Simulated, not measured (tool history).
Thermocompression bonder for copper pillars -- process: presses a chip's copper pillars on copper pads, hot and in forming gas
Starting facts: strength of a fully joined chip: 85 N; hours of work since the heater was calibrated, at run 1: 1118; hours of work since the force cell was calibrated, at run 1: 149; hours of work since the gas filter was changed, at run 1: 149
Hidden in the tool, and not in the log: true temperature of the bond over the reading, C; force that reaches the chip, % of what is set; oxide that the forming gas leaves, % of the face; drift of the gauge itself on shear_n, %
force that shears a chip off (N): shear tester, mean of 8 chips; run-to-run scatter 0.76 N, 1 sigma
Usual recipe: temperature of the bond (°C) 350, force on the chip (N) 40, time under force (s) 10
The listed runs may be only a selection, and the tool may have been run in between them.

run,hour,temperature of the bond (°C),force on the chip (N),time under force (s),hours of work since the heater was calibrated,hours of work since the force cell was calibrated,hours of work since the gas filter was changed,force that shears a chip off (N)
1,0,350,40,10,1118,149,149,55.8
2,20.3,354,40,10,1131,161,161,57.1
# hour 31.5: heater calibrated with a thermocouple chip
3,68.9,354,40,10,22,189,189,57.7
4,104.1,343,40,10,44,210,210,54.7
5,133.1,350,40,6,61,227,227,48.1
6,179.7,350,33,10,89,255,255,49.4
7,214,350,33,10,110,276,276,50
8,238.6,350,33,10,125,291,291,51.7
9,258.8,338,31,7,137,303,303,40.7
10,282.2,338,31,7,151,317,317,40.3
11,326.9,338,28,7,178,344,344,36.6
12,356.7,377,46,10,196,362,362,67.2
13,397.8,377,46,10,220,387,387,67.5

5 ways to go on from here, each from the tool as it stands after run 13. What would each give?
# hour 412.6: forming gas filter changed
A,424.2,367,26,8,236,402,7,?
# hour 412.6: forming gas filter changed
B,424.2,377,27,8,236,402,7,?
# hour 412.6: forming gas filter changed
C,424.2,331,28,17,236,402,7,?
# hour 412.6: forming gas filter changed
D,424.2,338,55,14,236,402,7,?
# hour 412.6: forming gas filter changed
E,424.2,334,33,10,236,402,7,?

run,force that shears a chip off (N)
A,45
B,47.1
C,49.4
D,66.8
E,46.6
Had the tool no hidden state, the same runs would have come out as:
run,force that shears a chip off (N)
A,45
B,47.2
C,49.5
D,66.8
E,46.6
